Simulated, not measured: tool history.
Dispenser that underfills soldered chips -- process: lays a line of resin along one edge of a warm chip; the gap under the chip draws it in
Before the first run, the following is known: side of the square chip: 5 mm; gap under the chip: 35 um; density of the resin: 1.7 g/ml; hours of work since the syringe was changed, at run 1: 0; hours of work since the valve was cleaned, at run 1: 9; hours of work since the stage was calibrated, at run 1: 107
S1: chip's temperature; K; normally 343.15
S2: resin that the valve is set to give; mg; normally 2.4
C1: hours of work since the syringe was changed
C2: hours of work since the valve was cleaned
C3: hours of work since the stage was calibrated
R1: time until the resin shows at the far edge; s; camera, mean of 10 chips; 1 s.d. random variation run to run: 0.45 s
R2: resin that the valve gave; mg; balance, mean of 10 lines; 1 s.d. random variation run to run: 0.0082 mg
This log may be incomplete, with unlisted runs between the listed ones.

run,hour,S1,S2,C1,C2,C3,R1,R2
1,0,343.15,2.4,0,9,107,34.3,2.382
2,10,343.15,2.4,7,16,114,45.9,2.388
# hour 18.6: new syringe of resin
3,18.8,343.15,2.48,0,21,119,33.6,2.453
4,28.5,347.15,2.4,6,27,125,38.8,2.374
# hour 37.5: new syringe of resin
5,38.5,348.15,2.4,1,34,132,28.3,2.351
6,47.3,343.15,2.03,6,40,138,47.9,1.989
7,54.9,343.15,2.31,11,45,142,59,2.275
# hour 55.8: new syringe of resin
8,66.4,343.15,2.4,7,52,150,47.2,2.35
# hour 74.5: new syringe of resin
9,75.7,343.15,2.4,1,58,156,35.9,2.338
10,86.7,343.15,2.4,8,65,163,51.8,2.344
# hour 93.1: new syringe of resin
11,94.3,343.15,2.4,1,70,168,35.1,2.316
12,106.6,343.15,2.4,9,78,176,51.6,2.326
# hour 111.7: new syringe of resin
13,115.8,343.15,2.4,3,83,181,40.2,2.298
14,127.2,343.15,2.4,10,91,189,57.6,2.312
# hour 130.1: new syringe of resin
15,133.9,343.15,2.4,3,95,193,38.9,2.298
# hour 137.1: dispensing valve cleaned and set on the balance
16,146.9,343.15,2.21,10,6,201,57.4,2.197
# hour 150.1: new syringe of resin
17,153.6,343.15,2.21,2,11,205,38.6,2.193
18,166.8,343.15,2.21,11,19,214,59.1,2.197
# hour 168.8: new syringe of resin
19,179.8,329.15,2.25,7,28,222,96.3,2.239
# hour 188.1: new syringe of resin
20,194.1,329.15,2.97,4,37,231,79.8,2.911
21,202.7,345.15,2.75,10,42,237,49.8,2.701
# hour 207.1: new syringe of resin
22,211.3,332.15,2.02,3,48,242,67.6,1.967
23,223.3,350.15,2.44,11,55,250,41.6,2.388
# hour 225.8: new syringe of resin
24,237.1,350.15,2.28,7,64,259,36.1,2.216
# hour 244: new syringe of resin
25,250.8,350.15,2.28,4,73,268,32.2,2.206
26,260.4,351.15,2.11,11,79,274,41.9,2.042
# hour 262.5: new syringe of resin
27,274.6,352.15,2.77,8,88,283,33.7,2.644
# hour 281.1: new syringe of resin
28,286.7,344.15,2.8,4,96,291,39.8,2.688
# hour 288.8: dispensing valve cleaned and set on the balance
# hour 300.8: new syringe of resin
29,301.5,331.15,2.17,0,8,299,63.7,2.177
30,315.4,331.15,2.17,10,17,308,98,2.159
# hour 319.5: new syringe of resin
31,326.6,347.15,2.01,5,24,316,37.3,1.996
# hour 338.5: new syringe of resin
32,338.5,354.15,2.87,0,32,323,21.7,2.837
33,348.1,354.15,2.87,6,38,329,28.9,2.824
# hour 357.4: new syringe of resin
34,359.6,354.15,2.87,1,45,337,23.3,2.814
35,366,336.15,2.41,6,50,341,65.1,2.364

Below are 3 alternative next runs, each starting from the tool's condition after run 35. Predict each:
# hour 375.9: new syringe of resin
A,377.7,357.15,2.61,1,57,348,?,?
# hour 375.9: new syringe of resin
B,377.7,336.15,2.93,1,57,348,?,?
# hour 375.9: new syringe of resin
C,377.7,345.15,2.44,1,57,348,?,?

run,R1,R2
A,19.5,2.552
B,51.2,2.851
C,34.1,2.38
Stripped of hidden state, with their random variation kept, the same runs would have yielded:
run,R1,R2
A,17.6,2.608
B,46.1,2.913
C,30.8,2.432
